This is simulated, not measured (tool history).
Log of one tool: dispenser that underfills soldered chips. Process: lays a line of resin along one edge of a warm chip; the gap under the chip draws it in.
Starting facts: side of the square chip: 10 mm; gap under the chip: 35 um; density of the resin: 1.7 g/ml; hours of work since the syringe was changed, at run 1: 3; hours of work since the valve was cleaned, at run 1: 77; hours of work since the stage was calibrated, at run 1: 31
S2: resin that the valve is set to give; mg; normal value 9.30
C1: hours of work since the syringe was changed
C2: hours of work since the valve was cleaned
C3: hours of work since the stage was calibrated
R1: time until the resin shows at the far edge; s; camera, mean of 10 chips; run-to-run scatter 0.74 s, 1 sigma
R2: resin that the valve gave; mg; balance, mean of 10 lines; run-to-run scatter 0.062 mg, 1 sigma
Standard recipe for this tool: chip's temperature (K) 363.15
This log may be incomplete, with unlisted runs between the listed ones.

Run 1, hour 0.0: usual settings; C1 3; C2 77; C3 31. Result: R1 80.2 s, R2 8.92 mg.
Run 2, hour 2.8: usual settings; C1 4; C2 79; C3 33. Result: R1 92.4 s, R2 8.95 mg.
Run 3, hour 6.6: usual settings but chip's temperature (K) 353.15; C1 7; C2 81; C3 36. Result: R1 143.5 s, R2 8.75 mg.
Run 4, hour 11.0: usual settings; C1 10; C2 84; C3 39. Result: R1 131.6 s, R2 8.96 mg.
At hour 11.7: new syringe of resin.
At hour 15.3: dispensing valve cleaned and set on the balance.
Run 5, hour 16.5: usual settings; C1 3; C2 1; C3 42. Result: R1 80.0 s, R2 9.37 mg.
Run 6, hour 21.1: usual settings; C1 6; C2 4; C3 45. Result: R1 97.7 s, R2 9.41 mg.
Run 7, hour 24.8: usual settings but chip's temperature (K) 372.15; C1 8; C2 6; C3 47. Result: R1 90.0 s, R2 9.41 mg.
Run 8, hour 27.3: usual settings but chip's temperature (K) 372.15, S2 10.13 mg; C1 10; C2 8; C3 49. Result: R1 100.6 s, R2 10.08 mg.
At hour 28.1: new syringe of resin.
Run 9, hour 32.8: usual settings but chip's temperature (K) 350.15; C1 3; C2 12; C3 53. Result: R1 116.8 s, R2 9.18 mg.
Run 10, hour 36.6: usual settings; C1 6; C2 14; C3 55. Result: R1 95.9 s, R2 9.24 mg.
Run 11, hour 40.0: usual settings; C1 8; C2 17; C3 58. Result: R1 111.3 s, R2 9.40 mg.
At hour 43.7: new syringe of resin.
Run 12, hour 45.3: usual settings but chip's temperature (K) 374.15; C1 1; C2 20; C3 61. Result: R1 53.5 s, R2 9.12 mg.
Run 13, hour 49.7: usual settings but chip's temperature (K) 370.15; C1 4; C2 23; C3 64. Result: R1 71.7 s, R2 9.16 mg.
Run 14, hour 54.9: usual settings but chip's temperature (K) 370.15; C1 8; C2 27; C3 68. Result: R1 91.7 s, R2 9.24 mg.
Run 15, hour 57.5: usual settings but chip's temperature (K) 348.15, S2 9.63 mg; C1 9; C2 28; C3 69. Result: R1 187.6 s, R2 9.52 mg.
At hour 59.1: new syringe of resin.
Run 16, hour 62.1: usual settings but chip's temperature (K) 355.15, S2 10.01 mg; C1 2; C2 31; C3 72. Result: R1 95.3 s, R2 9.79 mg.
Run 17, hour 68.3: usual settings but chip's temperature (K) 362.15; C1 6; C2 36; C3 76. Result: R1 103.6 s, R2 9.13 mg.
Run 18, hour 71.4: usual settings but chip's temperature (K) 350.15, S2 8.63 mg; C1 8; C2 38; C3 79. Result: R1 171.8 s, R2 8.43 mg.
At hour 74.4: new syringe of resin.
Run 19, hour 77.0: usual settings but chip's temperature (K) 350.15, S2 8.63 mg; C1 2; C2 41; C3 82. Result: R1 111.0 s, R2 8.49 mg.
Run 20, hour 82.5: usual settings but chip's temperature (K) 350.15, S2 8.63 mg; C1 6; C2 45; C3 86. Result: R1 141.2 s, R2 8.40 mg.
Run 21, hour 87.0: usual settings but chip's temperature (K) 360.15, S2 8.72 mg; C1 9; C2 48; C3 89. Result: R1 129.3 s, R2 8.44 mg.
At hour 89.8: new syringe of resin.
Run 22, hour 90.1: usual settings but chip's temperature (K) 360.15, S2 8.72 mg; C1 0; C2 50; C3 91. Result: R1 73.3 s, R2 8.44 mg.
Run 23, hour 93.9: usual settings but chip's temperature (K) 360.15, S2 8.72 mg; C1 3; C2 53; C3 94. Result: R1 87.4 s, R2 8.44 mg.
Run 24, hour 98.8: usual settings but chip's temperature (K) 360.15, S2 8.72 mg; C1 6; C2 56; C3 97. Result: R1 109.1 s, R2 8.47 mg.
Run 25, hour 102.9: usual settings but S2 9.26 mg; C1 9; C2 59; C3 100. Result: R1 121.3 s, R2 9.09 mg.
At hour 105.4: new syringe of resin.
Run 26, hour 106.0: usual settings but S2 9.26 mg; C1 0; C2 61; C3 102. Result: R1 68.3 s, R2 8.97 mg.
Run 27, hour 112.2: usual settings but S2 8.45 mg; C1 5; C2 65; C3 106. Result: R1 91.9 s, R2 8.04 mg.
Run 28, hour 117.6: usual settings but S2 8.45 mg; C1 8; C2 69; C3 109. Result: R1 114.3 s, R2 8.13 mg.

Here are 3 independent what-if runs from the current tool condition. What would each one return?
At hour 121.2: new syringe of resin.
Run A, hour 123.9: usual settings but S2 10.72 mg; C1 2; C2 73; C3 114. Result: R1 ?, R2 ?.
At hour 121.2: new syringe of resin.
Run B, hour 123.9: usual settings but chip's temperature (K) 374.15, S2 10.13 mg; C1 2; C2 73; C3 114. Result: R1 ?, R2 ?.
At hour 121.2: new syringe of resin.
Run C, hour 123.9: usual settings but S2 9.85 mg; C1 2; C2 73; C3 114. Result: R1 ?, R2 ?.

run    R1     R2
  A  75.3  10.26
  B  56.3   9.79
  C  73.6   9.40
Without the tool's unlogged condition, the same runs would have read:
run    R1     R2
  A  67.1  10.68
  B  50.1  10.19
  C  65.5   9.79
